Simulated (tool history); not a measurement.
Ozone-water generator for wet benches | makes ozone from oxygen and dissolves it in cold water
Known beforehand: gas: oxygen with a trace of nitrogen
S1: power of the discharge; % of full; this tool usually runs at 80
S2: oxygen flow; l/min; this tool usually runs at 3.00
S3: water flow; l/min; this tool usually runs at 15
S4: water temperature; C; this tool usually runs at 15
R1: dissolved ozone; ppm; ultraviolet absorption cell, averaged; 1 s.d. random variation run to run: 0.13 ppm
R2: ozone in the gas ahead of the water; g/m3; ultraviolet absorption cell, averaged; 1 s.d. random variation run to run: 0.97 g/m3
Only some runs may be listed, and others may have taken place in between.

| run | hour | S1 | S2 | S3 | S4 | R1 | R2 |
|---|---|---|---|---|---|---|---|
| 1 | 0.0 | 80 | 3.00 | 15 | 15 | 13.1 | 166.2 |
| 2 | 51.9 | 80 | 3.00 | 13 | 15 | 15.1 | 167.4 |
| 3 | 91.8 | 59 | 3.00 | 15 | 15 | 10.4 | 132.8 |
| 4 | 121.5 | 50 | 3.00 | 15 | 15 | 9.1 | 117.2 |
| 5 | 154.5 | 72 | 3.00 | 15 | 15 | 12.0 | 153.1 |
| 6 | 198.8 | 72 | 3.00 | 15 | 15 | 12.1 | 151.8 |
|  | 218.7 | water thermometer calibrated |
| 7 | 233.2 | 72 | 3.00 | 15 | 15 | 12.0 | 152.1 |
| 8 | 285.3 | 80 | 5.38 | 15 | 15 | 12.2 | 112.4 |
| 9 | 311.4 | 80 | 3.00 | 14 | 15 | 14.0 | 163.7 |
| 10 | 354.7 | 96 | 3.00 | 9 | 15 | 24.0 | 191.0 |
| 11 | 402.2 | 84 | 2.79 | 20 | 15 | 9.9 | 179.6 |
| 12 | 449.5 | 80 | 4.59 | 21 | 15 | 9.1 | 124.6 |
|  | 459.1 | contactor cleaned |
| 13 | 505.0 | 67 | 4.59 | 21 | 9 | 8.6 | 107.7 |
| 14 | 543.3 | 48 | 3.00 | 11 | 15 | 11.9 | 112.7 |
| 15 | 601.1 | 80 | 1.63 | 15 | 15 | 12.9 | 248.3 |
| 16 | 648.8 | 67 | 1.63 | 12 | 12 | 14.6 | 216.4 |
|  | 676.6 | contactor cleaned, once more |
| 17 | 708.2 | 67 | 1.63 | 12 | 12 | 14.8 | 216.5 |
| 18 | 748.8 | 78 | 3.78 | 15 | 15 | 12.6 | 137.4 |

3 options for the next run, each taken on its own from the tool as it stands now. Forecast them:
| A | 795.1 | 80 | 3.00 | 15 | 14 | ? | ? |
| B | 795.1 | 74 | 1.97 | 15 | 18 | ? | ? |
| C | 795.1 | 80 | 3.00 | 15 | 23 | ? | ? |

| run | R1 | R2 |
|---|---|---|
| A | 13.2 | 164.0 |
| B | 12.1 | 203.7 |
| C | 11.9 | 164.0 |
With the hidden condition removed and each run's random variation left untouched, the same runs would have given:
| run | R1 | R2 |
|---|---|---|
| A | 13.4 | 167.2 |
| B | 12.3 | 207.5 |
| C | 12.1 | 167.2 |

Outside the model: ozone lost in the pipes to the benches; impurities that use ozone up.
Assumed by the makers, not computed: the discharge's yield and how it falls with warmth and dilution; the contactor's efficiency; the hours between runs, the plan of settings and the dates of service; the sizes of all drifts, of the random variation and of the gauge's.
